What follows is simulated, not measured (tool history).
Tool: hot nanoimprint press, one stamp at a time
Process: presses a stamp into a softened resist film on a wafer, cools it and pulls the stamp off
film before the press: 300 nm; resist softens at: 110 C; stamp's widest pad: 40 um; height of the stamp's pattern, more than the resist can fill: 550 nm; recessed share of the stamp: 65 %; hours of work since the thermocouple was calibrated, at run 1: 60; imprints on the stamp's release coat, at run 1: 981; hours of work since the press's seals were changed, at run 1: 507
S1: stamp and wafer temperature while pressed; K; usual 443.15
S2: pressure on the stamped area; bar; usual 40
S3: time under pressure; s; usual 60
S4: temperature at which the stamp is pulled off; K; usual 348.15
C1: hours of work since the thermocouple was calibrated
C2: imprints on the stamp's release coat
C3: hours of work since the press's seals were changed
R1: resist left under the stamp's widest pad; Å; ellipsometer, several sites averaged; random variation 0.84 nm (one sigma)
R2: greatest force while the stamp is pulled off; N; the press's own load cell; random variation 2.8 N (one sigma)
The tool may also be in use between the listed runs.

| run | hour | S1 | S2 | S3 | S4 | C1 | C2 | C3 | R1 | R2 |
|---|---|---|---|---|---|---|---|---|---|---|
| 1 | 0 | 443.15 | 40 | 60 | 348.15 | 60 | 981 | 507 | 1158 | 150 |
| 2 | 35.3 | 443.15 | 40 | 60 | 348.15 | 84 | 1072 | 531 | 1154 | 154 |
| 3 | 61.4 | 443.15 | 40 | 60 | 348.15 | 101 | 1138 | 548 | 1156 | 151 |
| 4 | 86.2 | 443.15 | 40 | 60 | 348.15 | 118 | 1202 | 565 | 1164 | 156 |
| 5 | 115 | 443.15 | 40 | 60 | 348.15 | 137 | 1276 | 584 | 1170 | 163 |
| 6 | 143.7 | 443.15 | 40 | 71 | 348.15 | 156 | 1349 | 603 | 1098 | 161 |
| 7 | 166.4 | 443.15 | 40 | 58 | 348.15 | 171 | 1408 | 618 | 1191 | 153 |
|  | 175.7 | stamp cleaned and given a new release coat |
|  | 194.2 | press's hydraulic seals changed and the load cell set to zero |
| 8 | 207.6 | 443.15 | 40 | 58 | 348.15 | 190 | 61 | 9 | 1177 | 132 |
| 9 | 253.5 | 443.15 | 36.6 | 58 | 348.15 | 220 | 179 | 40 | 1223 | 141 |
| 10 | 291.8 | 443.15 | 40 | 60 | 333.15 | 246 | 277 | 65 | 1170 | 168 |
|  | 297 | plate thermocouple calibrated |
| 11 | 339.8 | 443.15 | 40 | 60 | 333.15 | 29 | 392 | 95 | 1179 | 174 |
| 12 | 368 | 451.15 | 40 | 33 | 348.15 | 47 | 464 | 114 | 1111 | 135 |
| 13 | 402.1 | 451.15 | 47.1 | 33 | 350.15 | 70 | 552 | 137 | 1014 | 144 |
| 14 | 430.5 | 451.15 | 47.1 | 33 | 350.15 | 89 | 624 | 156 | 1013 | 144 |
|  | 450.9 | plate thermocouple calibrated, once more |
| 15 | 482 | 443.15 | 46.7 | 60 | 355.15 | 21 | 749 | 188 | 1036 | 132 |

The next listed run, before its measurement:
| 16 | 508.3 | 432.15 | 27.8 | 46 | 352.15 | 38 | 816 | 206 | ? | ? |

{"run 16": {"R1": 2134, "R2": 135}}
Without the tool's hidden state the same run would have given R1 2134 Å, R2 120 N.

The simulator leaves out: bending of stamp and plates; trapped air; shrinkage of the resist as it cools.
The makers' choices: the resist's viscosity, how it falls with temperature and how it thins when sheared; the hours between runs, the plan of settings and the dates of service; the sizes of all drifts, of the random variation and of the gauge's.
